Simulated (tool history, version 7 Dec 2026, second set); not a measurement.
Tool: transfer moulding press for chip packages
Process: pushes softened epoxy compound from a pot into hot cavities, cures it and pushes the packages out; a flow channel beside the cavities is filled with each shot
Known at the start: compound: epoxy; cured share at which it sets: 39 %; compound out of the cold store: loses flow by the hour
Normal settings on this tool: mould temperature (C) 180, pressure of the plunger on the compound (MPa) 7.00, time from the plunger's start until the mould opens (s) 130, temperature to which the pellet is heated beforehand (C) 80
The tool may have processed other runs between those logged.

| run | hour | mould temperature (C) | pressure of the plunger on the compound (MPa) | time from the plunger's start until the mould opens (s) | temperature to which the pellet is heated beforehand (C) | incoming compound's hours out of the cold store | length that the compound runs in the flow channel (mm) | greatest force on the pins that push the packages out (N) |
|---|---|---|---|---|---|---|---|---|
| 1 | 0.0 | 180 | 7.00 | 130 | 80 | 8.6 | 778 | 456 |
|  | 12.0 | cavities cleaned with cleaning compound and waxed |
| 2 | 12.0 | 180 | 7.00 | 130 | 80 | 32.8 | 734 | 296 |
| 3 | 22.6 | 180 | 7.00 | 130 | 80 | 17.2 | 765 | 313 |
| 4 | 31.0 | 180 | 6.07 | 130 | 80 | 25.0 | 694 | 332 |
| 5 | 48.2 | 180 | 6.07 | 130 | 88 | 46.8 | 660 | 367 |
| 6 | 58.3 | 180 | 6.07 | 130 | 88 | 39.8 | 668 | 364 |
| 7 | 74.2 | 177 | 6.07 | 130 | 88 | 37.7 | 684 | 456 |
| 8 | 91.4 | 177 | 6.07 | 130 | 88 | 31.7 | 693 | 477 |
| 9 | 100.0 | 180 | 7.00 | 130 | 80 | 13.5 | 755 | 417 |
| 10 | 116.5 | 180 | 7.00 | 130 | 80 | 17.3 | 753 | 438 |
| 11 | 125.8 | 180 | 7.00 | 130 | 80 | 41.6 | 711 | 414 |
| 12 | 141.9 | 180 | 7.00 | 130 | 80 | 37.3 | 711 | 442 |
| 13 | 158.9 | 180 | 7.00 | 130 | 80 | 13.4 | 764 | 442 |
|  | 175.2 | cavities cleaned with cleaning compound and waxed |
| 14 | 175.4 | 180 | 7.00 | 130 | 80 | 29.6 | 727 | 288 |
| 15 | 186.2 | 175 | 8.67 | 146 | 80 | 41.5 | 811 | 338 |
| 16 | 200.1 | 180 | 6.32 | 111 | 82 | 23.7 | 703 | 501 |
| 17 | 209.6 | 180 | 6.32 | 111 | 82 | 40.8 | 672 | 491 |
| 18 | 222.1 | 178 | 8.09 | 116 | 80 | 29.2 | 780 | 531 |
| 19 | 238.8 | 178 | 8.09 | 116 | 80 | 28.8 | 790 | 579 |
| 20 | 246.3 | 178 | 8.09 | 116 | 80 | 27.1 | 786 | 596 |
| 21 | 258.2 | 173 | 8.09 | 116 | 87 | 27.4 | 798 | 888 |
| 22 | 272.7 | 180 | 5.23 | 147 | 80 | 9.4 | 654 | 357 |
| 23 | 281.4 | 175 | 6.95 | 130 | 77 | 28.9 | 734 | 623 |
| 24 | 289.1 | 186 | 6.95 | 130 | 76 | 47.0 | 675 | 339 |
| 25 | 304.1 | 177 | 6.95 | 130 | 89 | 32.6 | 713 | 515 |
| 26 | 316.5 | 177 | 8.51 | 130 | 74 | 26.6 | 804 | 560 |
| 27 | 325.2 | 182 | 7.00 | 130 | 73 | 12.8 | 733 | 428 |
|  | 338.7 | cavities cleaned with cleaning compound and waxed |
| 28 | 338.7 | 180 | 6.86 | 122 | 80 | 18.0 | 726 | 332 |

What if the next run were any one of these 5? Each begins from the tool's condition after run 28:
| A | 353.9 | 180 | 7.66 | 122 | 80 | 23.5 | ? | ? |
| B | 353.9 | 180 | 6.86 | 146 | 77 | 47.9 | ? | ? |
| C | 353.9 | 185 | 7.23 | 130 | 76 | 20.1 | ? | ? |
| D | 353.9 | 180 | 7.00 | 130 | 89 | 24.8 | ? | ? |
| E | 353.9 | 180 | 6.89 | 130 | 80 | 8.4 | ? | ? |

| run | length that the compound runs in the flow channel (mm) | greatest force on the pins that push the packages out (N) |
|---|---|---|
| A | 762 | 361 |
| B | 676 | 260 |
| C | 723 | 267 |
| D | 721 | 325 |
| E | 746 | 344 |
Had the tool no hidden state, the same runs would have come out as:
| run | length that the compound runs in the flow channel (mm) | greatest force on the pins that push the packages out (N) |
|---|---|---|
| A | 795 | 336 |
| B | 706 | 237 |
| C | 755 | 245 |
| D | 752 | 301 |
| E | 779 | 319 |

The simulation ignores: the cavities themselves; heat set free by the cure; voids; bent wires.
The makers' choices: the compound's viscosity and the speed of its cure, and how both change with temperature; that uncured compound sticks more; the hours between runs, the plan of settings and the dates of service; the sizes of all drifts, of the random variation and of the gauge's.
